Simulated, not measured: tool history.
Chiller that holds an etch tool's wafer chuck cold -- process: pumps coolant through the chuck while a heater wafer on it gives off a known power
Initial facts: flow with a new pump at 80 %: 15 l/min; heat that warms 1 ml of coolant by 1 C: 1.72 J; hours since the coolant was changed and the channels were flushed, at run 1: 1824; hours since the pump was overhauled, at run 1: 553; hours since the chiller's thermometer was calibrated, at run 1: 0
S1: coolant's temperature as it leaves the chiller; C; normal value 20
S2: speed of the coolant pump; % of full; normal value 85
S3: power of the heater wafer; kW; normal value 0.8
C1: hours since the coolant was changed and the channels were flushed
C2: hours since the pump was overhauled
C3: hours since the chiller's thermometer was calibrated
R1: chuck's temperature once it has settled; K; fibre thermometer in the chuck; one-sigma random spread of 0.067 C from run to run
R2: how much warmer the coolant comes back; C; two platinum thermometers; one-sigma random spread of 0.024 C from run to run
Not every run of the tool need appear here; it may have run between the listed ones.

run 1 hour=0 | S1=20 S2=85 S3=0.8 | C1=1824 C2=553 C3=0 | R1=300.41 R2=1.74
run 2 hour=52 | S1=20 S2=85 S3=0.8 | C1=1876 C2=605 C3=52 | R1=300.47 R2=1.76
run 3 hour=157.1 | S1=20 S2=85 S3=0.8 | C1=1981 C2=710 C3=157 | R1=300.43 R2=1.79
run 4 hour=254.4 | S1=20 S2=85 S3=0.8 | C1=2078 C2=807 C3=254 | R1=300.58 R2=1.75
run 5 hour=353.8 | S1=20 S2=85 S3=0.8 | C1=2178 C2=907 C3=354 | R1=300.54 R2=1.82
run 6 hour=435.4 | S1=20 S2=85 S3=0.8 | C1=2259 C2=988 C3=435 | R1=300.55 R2=1.8
run 7 hour=543 | S1=20 S2=85 S3=0.8 | C1=2367 C2=1096 C3=543 | R1=300.42 R2=1.81
run 8 hour=619.6 | S1=20 S2=85 S3=0.8 | C1=2443 C2=1172 C3=620 | R1=300.56 R2=1.79
run 9 hour=738.5 | S1=20 S2=85 S3=0.8 | C1=2562 C2=1291 C3=738 | R1=300.5 R2=1.78
run 10 hour=831.8 | S1=21 S2=85 S3=0.8 | C1=2656 C2=1384 C3=832 | R1=301.45 R2=1.84
run 11 hour=887.8 | S1=30 S2=85 S3=0.8 | C1=2712 C2=1441 C3=888 | R1=310.44 R2=1.78
run 12 hour=992.9 | S1=30 S2=85 S3=0.8 | C1=2817 C2=1546 C3=993 | R1=310.46 R2=1.83
run 13 hour=1040.8 | S1=19 S2=85 S3=0.8 | C1=2865 C2=1593 C3=1041 | R1=299.46 R2=1.82
run 14 hour=1146.1 | S1=19 S2=85 S3=0.8 | C1=2970 C2=1699 C3=1146 | R1=299.38 R2=1.88
run 15 hour=1212.2 | S1=10 S2=85 S3=0.8 | C1=3036 C2=1765 C3=1212 | R1=290.55 R2=1.8
run 16 hour=1263.2 | S1=20 S2=85 S3=0.8 | C1=3087 C2=1816 C3=1263 | R1=300.38 R2=1.84
run 17 hour=1345 | S1=14 S2=80 S3=0.52 | C1=3169 C2=1898 C3=1345 | R1=292.13 R2=1.25
run 18 hour=1402.7 | S1=14 S2=90 S3=0.52 | C1=3227 C2=1955 C3=1403 | R1=291.7 R2=1.09
run 19 hour=1498.1 | S1=14 S2=85 S3=0.569 | C1=3322 C2=2051 C3=1498 | R1=292.27 R2=1.35
run 20 hour=1565.4 | S1=20 S2=70 S3=0.818 | C1=3389 C2=2118 C3=1565 | R1=301.7 R2=2.37
run 21 hour=1666.6 | S1=29 S2=79 S3=0.686 | C1=3490 C2=2219 C3=1667 | R1=308.68 R2=1.72
run 22 hour=1748.4 | S1=29 S2=79 S3=0.686 | C1=3572 C2=2301 C3=1748 | R1=308.74 R2=1.72
run 23 hour=1817.9 | S1=29 S2=79 S3=0.686 | C1=3642 C2=2371 C3=1818 | R1=308.78 R2=1.69
run 24 hour=1879.1 | S1=29 S2=79 S3=0.693 | C1=3703 C2=2432 C3=1879 | R1=308.87 R2=1.76
run 25 hour=1945.7 | S1=14 S2=79 S3=0.793 | C1=3770 C2=2498 C3=1946 | R1=294.88 R2=2.02
run 26 hour=1998.1 | S1=12 S2=86 S3=0.8 | C1=3822 C2=2551 C3=1998 | R1=292.55 R2=1.79
run 27 hour=2100.2 | S1=22 S2=90 S3=1.028 | C1=3924 C2=2653 C3=2100 | R1=304.46 R2=2.23

The next listed run, before its measurement:
run 28 hour=2207.1 | S1=20 S2=85 S3=0.858 | C1=4031 C2=2760 C3=2207 | R1=? R2=?

Run 28 yielded R1 301.17 K, R2 2.01 C.
Were there no unlogged condition in the tool, this run, its random variation unchanged, would have produced R1 300.58 K, R2 1.86 C.
